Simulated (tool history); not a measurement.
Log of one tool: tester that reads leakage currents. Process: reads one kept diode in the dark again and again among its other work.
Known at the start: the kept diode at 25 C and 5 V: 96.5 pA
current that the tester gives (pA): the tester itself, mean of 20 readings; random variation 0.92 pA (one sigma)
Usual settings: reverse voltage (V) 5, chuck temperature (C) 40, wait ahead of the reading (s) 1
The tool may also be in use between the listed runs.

run,day,reverse voltage (V),chuck temperature (C),wait ahead of the reading (s),current that the tester gives (pA)
1,0,5,40,1,306.15
2,4.483,5,40,1,304.76
3,7.988,5,42,1,353.34
4,14.667,5,42,1,354.12
5,19.479,5,42,1,351.08
6,25.562,5,40,1,305.32
7,28.725,5,20,1,64.38
8,36.15,5,25,1,97.16
9,42.504,5,40,1,304.52
10,48.512,5,40,1,305.86
11,55.583,5,40,1,304.86
12,60.088,5,40,1,303.93
13,66.612,5,40,1,304.38
14,71.667,5,40,1,306.55
# day 74.083: tester calibrated
15,78.088,5,40,9.19,305.07
16,83.1,5,39,9.19,284.09
17,89.142,5,39,9.19,283.63
18,93.625,5,39,9.19,283.03
# day 97.417: chuck's temperature calibrated
19,101.221,5,39,9.19,284.99
20,104.954,5,39,9.19,282.56
21,108.108,5,39,0.33,285.69
22,114.142,11.93,37,0.33,329.22
# day 117.446: probe card cleaned and baked
23,117.446,11.93,37,0.33,327.96
24,120.667,10.3,30,0.46,183.69
25,126.296,10.3,30,0.46,184.63
26,130.717,10.3,30,0.46,183.68
27,135.767,18.93,30,0.46,226.24

Forecast run 28:
28,140.946,18.93,30,0.46,?

{"run 28": {"current that the tester gives (pA)": 227.73}}
Without the tool's hidden state the same run would have given current that the tester gives (pA) 227.82.
